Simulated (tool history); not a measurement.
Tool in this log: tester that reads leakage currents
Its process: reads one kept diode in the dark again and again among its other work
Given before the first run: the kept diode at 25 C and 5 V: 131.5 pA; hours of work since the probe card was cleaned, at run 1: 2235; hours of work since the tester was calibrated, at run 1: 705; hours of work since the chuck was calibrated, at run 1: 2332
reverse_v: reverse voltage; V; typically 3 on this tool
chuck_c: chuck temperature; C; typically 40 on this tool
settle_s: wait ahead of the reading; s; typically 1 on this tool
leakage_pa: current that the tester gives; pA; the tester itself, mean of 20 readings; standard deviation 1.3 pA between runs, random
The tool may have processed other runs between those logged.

run   hour  reverse_v  chuck_c  settle_s  hours of work since the probe card was cleaned  hours of work since the tester was calibrated  hours of work since the chuck was calibrated  leakage_pa
  1      0          3       40         1                                            2235                                            705                                          2332      496.03
  2   42.5       1.44       40         1                                            2262                                            732                                          2359      369.36
  3   88.9          3       40         1                                            2292                                            762                                          2389      499.26
       106  -- chuck's temperature calibrated
  4  117.3          3       40         1                                            2309                                            779                                             7      427.88
  5    144          3       40         1                                            2326                                            796                                            24      429.77
  6  182.6       5.04       40       0.7                                            2351                                            821                                            49       527.3
  7  237.8       5.04       40       0.7                                            2386                                            856                                            84      529.96
  8  290.7       5.04       40       0.7                                            2420                                            890                                           118      529.97
  9  318.2       5.04       46      0.64                                            2438                                            908                                           136      882.14
 10  362.9       5.04       46      0.64                                            2466                                            936                                           165      882.51

A few steps of leakage_pa between consecutive runs. Split each: what settings, incoming material and random variation would produce without the hidden state, and what is left over for the hidden state, along with gauge scatter present in only one of the two compared results (measured, and without hidden state):
Hidden conditions of the tool in this case: stray current of the dirty probe card, pA a volt; current scale over the true one, %; true chuck temperature over the reading, C; drift of the gauge itself on leakage_pa, %.
Run 3 -> 4: chuck's temperature calibrated. leakage_pa -71.38 pA: hidden state -71.42, all else +0.04.
Run 8 -> 9: chuck_c 40 -> 46, settle_s 0.7 -> 0.64. leakage_pa +352.17 pA: hidden state +7.23, all else +344.94.

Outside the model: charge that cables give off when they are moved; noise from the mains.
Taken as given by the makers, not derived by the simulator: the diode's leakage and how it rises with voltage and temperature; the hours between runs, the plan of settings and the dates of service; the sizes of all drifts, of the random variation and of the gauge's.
